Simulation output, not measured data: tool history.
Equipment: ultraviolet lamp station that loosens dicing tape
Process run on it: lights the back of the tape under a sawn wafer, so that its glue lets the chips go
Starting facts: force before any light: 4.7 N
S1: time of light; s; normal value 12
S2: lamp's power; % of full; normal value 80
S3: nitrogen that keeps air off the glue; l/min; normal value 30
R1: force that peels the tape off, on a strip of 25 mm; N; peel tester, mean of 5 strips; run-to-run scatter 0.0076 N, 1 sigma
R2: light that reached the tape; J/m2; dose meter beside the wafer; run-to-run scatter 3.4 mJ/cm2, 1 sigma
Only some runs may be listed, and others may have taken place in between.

run   hour  S1  S2  S3     R1    R2
  1      0  12  80  30   0.42  4580
  2     18  12  75  30  0.488  4220
  3   46.4  12  74  30  0.495  4130
  4   75.2  12  80  18  0.578  4450
  5   93.4  12  80  12   0.75  4370
  6  118.8  12  80  12  0.735  4310
  7  133.4  10  80  30  0.659  3600
  8  147.3  12  80  30  0.459  4340
  9  172.6  16  80  30  0.272  5630
 10  193.1  16  63  30  0.438  4410
 11  225.5  22  80  30  0.169  7570
 12  241.4  22  80  30  0.166  7560
 13  269.6  22  80  30  0.176  7460
 14  297.5  12  80  30   0.53  4010
 15    330  12  80  30   0.55  3960
 16  351.1  12  80  30  0.563  3890
 17  379.1  12  80  30  0.564  3910
       407  -- window cleaned of glue's vapour
 18  410.5  12  80  30  0.428  4440
 19  442.6  12  80  30  0.444  4420
 20  459.5  12  80   9  0.858  4350
 21  484.6  12  71  20  0.744  3840
 22  504.4   6  65  25  1.805  1760
 23  533.9   6  65  25  1.863  1740
 24  556.4  11  80   9  1.046  3840
 25  580.8  11  80   9  1.013  3810
 26  611.9  11  76   9  1.183  3520
 27  630.2  11  79  41   0.56  3650
 28  655.5  11  79  41   0.59  3590
 29  685.6  24  80   9  0.287  7890
 30  703.1  23  80  20  0.207  7430
 31  729.4  23  80  20  0.199  7410
 32  760.3  23  80  20  0.209  7220
 33  779.1   9  80  30  0.961  2810
 34  805.9  22  96  32  0.153  8140
 35  823.3  10  75  32  0.939  2870
 36  843.3  10  69  11  1.559  2640
 37  863.3  10  69  11  1.538  2590
 38  884.2  10  69  11  1.618  2560
 39  907.3  12  67  15  1.183  2960

Results for each run, recomputed without the tool's hidden state and with each run's random variation untouched:
Hidden state present: lamp's light, % of a new lamp's; light that the window lets through, % of a clean one's; drift of the gauge itself on peel_n, %; drift of the gauge itself on dose_mj_cm2, %.
run     R1     R2
  1  0.285   5560
  2  0.325   5170
  3  0.323   5120
  4  0.374   5560
  5  0.491   5510
  6  0.472   5500
  7  0.411   4620
  8  0.278   5590
  9  0.171   7340
 10  0.256   5800
 11   0.13  10110
 12  0.126  10170
 13  0.132  10150
 14  0.282   5520
 15  0.285   5540
 16  0.288   5490
 17   0.28   5580
 18  0.273   5550
 19  0.277   5590
 20  0.567   5540
 21  0.469   4930
 22  1.374   2270
 23  1.403   2280
 24  0.662   5080
 25  0.635   5110
 26  0.741   4800
 27  0.301   5000
 28  0.313   4980
 29  0.161  11080
 30  0.138  10520
 31  0.127  10650
 32  0.128  10500
 33  0.495   4130
 34  0.123  12110
 35  0.465   4310
 36  0.909   3990
 37   0.89   3970
 38  0.921   3960
 39  0.584   4610
